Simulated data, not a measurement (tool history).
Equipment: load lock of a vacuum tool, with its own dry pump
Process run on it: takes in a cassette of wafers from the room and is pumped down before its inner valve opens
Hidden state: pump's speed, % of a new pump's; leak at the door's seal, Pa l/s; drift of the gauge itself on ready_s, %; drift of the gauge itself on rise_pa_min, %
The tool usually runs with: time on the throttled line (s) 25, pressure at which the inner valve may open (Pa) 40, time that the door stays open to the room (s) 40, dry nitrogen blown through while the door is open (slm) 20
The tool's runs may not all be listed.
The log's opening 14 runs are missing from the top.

run	hour	time on the throttled line (s)	pressure at which the inner valve may open (Pa)	time that the door stays open to the room (s)	dry nitrogen blown through while the door is open (slm)	hours that the pump has run since its overhaul	times that the door has closed on its seal	incoming humidity of the room's air, %	time from the closed door until the inner valve may open (s)	rise of the pressure with all valves shut (Pa/min)
15	5115.2	25	40	68	20	5433	16304	45.9	52.4	0.17
16	5461.1	25	40	56	20	5779	17456	44.6	53.2	0.181
17	5746.6	25	40	40	20	6065	18406	42.8	53.4	0.194
18	6056.2	25	51	40	20	6374	19437	45.2	52.7	0.202
19	6496.6	25	40	167	7	6815	20904	41.8	53.2	0.274
20	6846.6	25	32	40	20	7164	22069	46.8	54.9	0.249
21	7124.9	22	40	40	20	7443	22996	44.3	52.3	0.267
22	7400.1	14	40	43	6	7718	23912	43.2	45.4	0.276
23	7859.4	25	59	50	22	8177	25441	48.4	53.8	0.313
24	8324.3	25	59	50	22	8642	26989	47.6	53.7	0.339
25	8665.3	14	59	27	22	8983	28125	44.3	45.7	0.345
# hour 8878.5: dry pump taken out, an overhauled one fitted
26	9052.3	25	60	40	20	174	29394	42	45.5	0.377
27	9395.7	25	60	40	20	517	30537	43.4	46.6	0.393
28	9817.4	26	71	150	38	939	31941	48	46.7	0.44
29	10230.7	43	71	84	6	1352	33317	47.9	60.8	0.479
30	10639.8	43	71	84	6	1761	34680	44.7	61.6	0.504
31	11050.5	23	40	40	20	2172	36047	43.4	47.4	0.499
32	11367.2	20	40	40	20	2489	37101	48.3	44.9	0.525
33	11647.8	16	40	40	17	2769	38036	44.4	41.9	0.543
34	11994.4	30	45	40	5	3116	39190	44.2	53.2	0.591
35	12373.2	18	56	52	17	3495	40451	44.6	42.6	0.611
36	12723.5	18	56	52	17	3845	41618	46.8	42.9	0.647

5 options for the next run, each taken on its own from the tool as it stands now. Forecast them:
A	13136	25	67	40	20	4257	42991	46.1	?	?
B	13136	18	56	149	17	4257	42991	46.3	?	?
C	13136	15	48	40	14	4257	42991	46.3	?	?
D	13136	14	62	52	17	4257	42991	42.5	?	?
E	13136	18	56	52	12	4257	42991	47.2	?	?

run	time from the closed door until the inner valve may open (s)	rise of the pressure with all valves shut (Pa/min)
A	48.4	0.691
B	44.1	0.725
C	42.1	0.68
D	40.6	0.703
E	43.7	0.689
Without the tool's hidden state the same runs would have given:
run	time from the closed door until the inner valve may open (s)	rise of the pressure with all valves shut (Pa/min)
A	45.9	0.023
B	41.4	0.051
C	39.4	0.022
D	37.9	0.021
E	41.1	0.029
